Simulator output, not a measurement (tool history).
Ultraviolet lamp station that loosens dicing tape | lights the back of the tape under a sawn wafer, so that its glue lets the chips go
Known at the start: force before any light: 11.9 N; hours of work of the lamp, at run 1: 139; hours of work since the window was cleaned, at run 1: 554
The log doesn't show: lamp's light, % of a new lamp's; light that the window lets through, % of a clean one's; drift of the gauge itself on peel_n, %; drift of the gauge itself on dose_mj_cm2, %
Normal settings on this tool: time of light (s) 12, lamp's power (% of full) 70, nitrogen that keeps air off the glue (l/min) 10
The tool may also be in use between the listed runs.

run,hour,time of light (s),lamp's power (% of full),nitrogen that keeps air off the glue (l/min),hours of work of the lamp,hours of work since the window was cleaned,force that peels the tape off (N),light that reached the tape (mJ/cm²)
1,0,12,70,10,139,554,0.975,244
2,26.6,12,70,10,150,566,1.028,246
3,67.9,10,70,10,168,583,1.543,202
4,90.3,10,70,10,178,593,1.494,200
5,117.1,12,71,10,189,605,1.002,244
# hour 126.8: window cleaned of glue's vapour
6,147.2,12,70,12,202,9,1.066,226
7,170.6,12,66,10,212,19,1.39,212
8,188.8,12,70,10,220,27,1.223,227
9,214.4,12,65,10,231,38,1.462,207
# hour 232.5: window cleaned of glue's vapour, once more
10,258,12,65,10,249,11,1.081,237
11,286.7,12,65,10,262,23,1.129,237
12,327.8,12,65,7,279,41,1.445,229
13,362.3,12,65,7,294,56,1.434,232
14,386.4,14,70,6,305,66,1,292
15,417.3,14,70,5,318,80,1.187,290
16,439,14,72,5,327,89,1.15,297
17,476.8,14,72,5,343,105,1.192,294
18,499.9,7,100,14,353,115,1.178,201
19,519.7,7,99,12,362,124,1.349,197
20,550.1,7,99,12,375,137,1.423,198
21,575.9,14,66,10,386,148,0.866,265
22,609.6,14,66,10,401,162,0.893,264
23,642.9,13,66,10,415,177,1.026,240
24,663.6,8,78,9,424,186,2.077,177
25,697.3,12,70,8,438,200,1.281,233

Each row is a separate what-if for the run after 25, all from the same tool condition, not one after another. Results?
A,726,12,70,11,451,212,?,?
B,726,19,70,10,451,212,?,?
C,726,23,70,3,451,212,?,?
D,726,20,96,6,451,212,?,?
E,726,17,62,6,451,212,?,?

run,force that peels the tape off (N),light that reached the tape (mJ/cm²)
A,1.066,232
B,0.387,369
C,0.69,443
D,0.268,529
E,1.024,291
Take away the tool's hidden state, keep each run's random variation, and the runs would have read:
run,force that peels the tape off (N),light that reached the tape (mJ/cm²)
A,0.69,281
B,0.262,446
C,0.436,537
D,0.205,641
E,0.662,353
